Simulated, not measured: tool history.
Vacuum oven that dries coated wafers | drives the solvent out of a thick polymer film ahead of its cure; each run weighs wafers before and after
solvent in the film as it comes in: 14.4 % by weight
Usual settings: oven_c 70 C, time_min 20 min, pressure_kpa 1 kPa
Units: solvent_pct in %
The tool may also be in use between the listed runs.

{"run": 1, "hour": 0.0, "oven_c": 70, "time_min": 20, "pressure_kpa": 1, "solvent_pct": 2.56}
{"run": 2, "hour": 72.9, "oven_c": 70, "time_min": 20, "pressure_kpa": 1, "solvent_pct": 2.61}
{"run": 3, "hour": 107.5, "oven_c": 70, "time_min": 20, "pressure_kpa": 1, "solvent_pct": 2.54}
{"run": 4, "hour": 158.3, "oven_c": 70, "time_min": 20, "pressure_kpa": 1, "solvent_pct": 2.64}
{"run": 5, "hour": 219.9, "oven_c": 70, "time_min": 20, "pressure_kpa": 1, "solvent_pct": 2.58}
{"run": 6, "hour": 259.3, "oven_c": 70, "time_min": 20, "pressure_kpa": 1, "solvent_pct": 2.78}
{"hour": 271.7, "done": "oven's thermocouples calibrated"}
{"run": 7, "hour": 334.3, "oven_c": 70, "time_min": 20, "pressure_kpa": 1.88, "solvent_pct": 2.04}
{"run": 8, "hour": 386.4, "oven_c": 70, "time_min": 20, "pressure_kpa": 1, "solvent_pct": 1.98}
{"run": 9, "hour": 448.9, "oven_c": 70, "time_min": 12, "pressure_kpa": 1, "solvent_pct": 3.86}
{"run": 10, "hour": 507.5, "oven_c": 70, "time_min": 20, "pressure_kpa": 2.11, "solvent_pct": 2.21}
{"run": 11, "hour": 579.5, "oven_c": 70, "time_min": 20, "pressure_kpa": 1, "solvent_pct": 1.91}
{"run": 12, "hour": 631.7, "oven_c": 70, "time_min": 20, "pressure_kpa": 1, "solvent_pct": 2.03}
{"run": 13, "hour": 693.8, "oven_c": 70, "time_min": 21, "pressure_kpa": 1, "solvent_pct": 1.79}
{"run": 14, "hour": 725.3, "oven_c": 83, "time_min": 21, "pressure_kpa": 1, "solvent_pct": 0.47}
{"run": 15, "hour": 801.0, "oven_c": 83, "time_min": 21, "pressure_kpa": 1, "solvent_pct": 0.64}
{"run": 16, "hour": 872.9, "oven_c": 70, "time_min": 20, "pressure_kpa": 0.81, "solvent_pct": 1.94}
{"run": 17, "hour": 935.0, "oven_c": 70, "time_min": 20, "pressure_kpa": 0.81, "solvent_pct": 1.95}
{"run": 18, "hour": 979.5, "oven_c": 70, "time_min": 20, "pressure_kpa": 0.81, "solvent_pct": 2.06}
{"run": 19, "hour": 1042.3, "oven_c": 70, "time_min": 20, "pressure_kpa": 0.81, "solvent_pct": 2.04}
{"run": 20, "hour": 1106.8, "oven_c": 70, "time_min": 20, "pressure_kpa": 0.81, "solvent_pct": 2.08}
{"run": 21, "hour": 1156.5, "oven_c": 70, "time_min": 20, "pressure_kpa": 0.93, "solvent_pct": 2.22}
{"run": 22, "hour": 1199.9, "oven_c": 70, "time_min": 20, "pressure_kpa": 0.93, "solvent_pct": 2.04}
{"run": 23, "hour": 1265.8, "oven_c": 70, "time_min": 20, "pressure_kpa": 0.93, "solvent_pct": 2.2}
{"run": 24, "hour": 1330.4, "oven_c": 62, "time_min": 29, "pressure_kpa": 2.87, "solvent_pct": 3.33}
{"run": 25, "hour": 1373.1, "oven_c": 67, "time_min": 24, "pressure_kpa": 1.81, "solvent_pct": 2.55}
{"run": 26, "hour": 1427.0, "oven_c": 68, "time_min": 20, "pressure_kpa": 1, "solvent_pct": 2.62}
{"run": 27, "hour": 1489.7, "oven_c": 68, "time_min": 20, "pressure_kpa": 1, "solvent_pct": 2.62}
{"run": 28, "hour": 1524.3, "oven_c": 75, "time_min": 20, "pressure_kpa": 0.89, "solvent_pct": 1.38}
{"run": 29, "hour": 1583.1, "oven_c": 75, "time_min": 20, "pressure_kpa": 0.89, "solvent_pct": 1.39}
{"run": 30, "hour": 1618.0, "oven_c": 75, "time_min": 20, "pressure_kpa": 0.89, "solvent_pct": 1.55}
{"run": 31, "hour": 1691.7, "oven_c": 65, "time_min": 15, "pressure_kpa": 3.18, "solvent_pct": 5.26}
{"run": 32, "hour": 1735.9, "oven_c": 70, "time_min": 20, "pressure_kpa": 1, "solvent_pct": 2.24}
{"hour": 1766.2, "done": "vacuum gauge cleaned of residue and calibrated"}
{"run": 33, "hour": 1788.3, "oven_c": 68, "time_min": 18, "pressure_kpa": 1.64, "solvent_pct": 3.08}
{"run": 34, "hour": 1835.6, "oven_c": 68, "time_min": 18, "pressure_kpa": 1.64, "solvent_pct": 3.06}
{"run": 35, "hour": 1909.2, "oven_c": 68, "time_min": 18, "pressure_kpa": 1.64, "solvent_pct": 3.03}
{"run": 36, "hour": 1944.1, "oven_c": 76, "time_min": 20, "pressure_kpa": 0.62, "solvent_pct": 1.04}
{"run": 37, "hour": 1985.5, "oven_c": 76, "time_min": 20, "pressure_kpa": 0.62, "solvent_pct": 1.1}
{"run": 38, "hour": 2027.1, "oven_c": 75, "time_min": 31, "pressure_kpa": 0.94, "solvent_pct": 0.51}
{"run": 39, "hour": 2060.0, "oven_c": 62, "time_min": 19, "pressure_kpa": 3.66, "solvent_pct": 5.06}
{"run": 40, "hour": 2111.0, "oven_c": 56, "time_min": 10, "pressure_kpa": 1.02, "solvent_pct": 7.72}
{"run": 41, "hour": 2180.8, "oven_c": 56, "time_min": 10, "pressure_kpa": 1.02, "solvent_pct": 7.94}
{"run": 42, "hour": 2234.1, "oven_c": 70, "time_min": 27, "pressure_kpa": 0.54, "solvent_pct": 1.25}
{"run": 43, "hour": 2276.2, "oven_c": 70, "time_min": 27, "pressure_kpa": 0.54, "solvent_pct": 1.25}
{"run": 44, "hour": 2340.0, "oven_c": 70, "time_min": 27, "pressure_kpa": 0.54, "solvent_pct": 1.26}
{"run": 45, "hour": 2379.6, "oven_c": 70, "time_min": 20, "pressure_kpa": 0.54, "solvent_pct": 2.09}
{"run": 46, "hour": 2425.3, "oven_c": 79, "time_min": 11, "pressure_kpa": 0.73, "solvent_pct": 2.71}

Some steps in solvent_pct between neighbouring runs. How much of each would the tool show without its hidden state too (settings, what came in, random variation), and how much is left for the hidden state, with any gauge scatter that isn't in both results?
The hidden state here: true wafer temperature over the reading, C; true pressure over the reading, kPa; drift of the gauge itself on solvent_pct, %.
Run 6 -> 7: pressure_kpa 1 -> 1.88, oven's thermocouples calibrated. solvent_pct -0.74 %: hidden state -0.72, all else -0.02.
Run 30 -> 31: oven_c 75 -> 65, time_min 20 -> 15, pressure_kpa 0.89 -> 3.18. solvent_pct +3.71 %: hidden state +0.27, all else +3.44.
Run 38 -> 39: oven_c 75 -> 62, time_min 31 -> 19, pressure_kpa 0.94 -> 3.66. solvent_pct +4.55 %: hidden state +0.48, all else +4.07.
Run 41 -> 42: oven_c 56 -> 70, time_min 10 -> 27, pressure_kpa 1.02 -> 0.54. solvent_pct -6.69 %: hidden state -0.2, all else -6.49.

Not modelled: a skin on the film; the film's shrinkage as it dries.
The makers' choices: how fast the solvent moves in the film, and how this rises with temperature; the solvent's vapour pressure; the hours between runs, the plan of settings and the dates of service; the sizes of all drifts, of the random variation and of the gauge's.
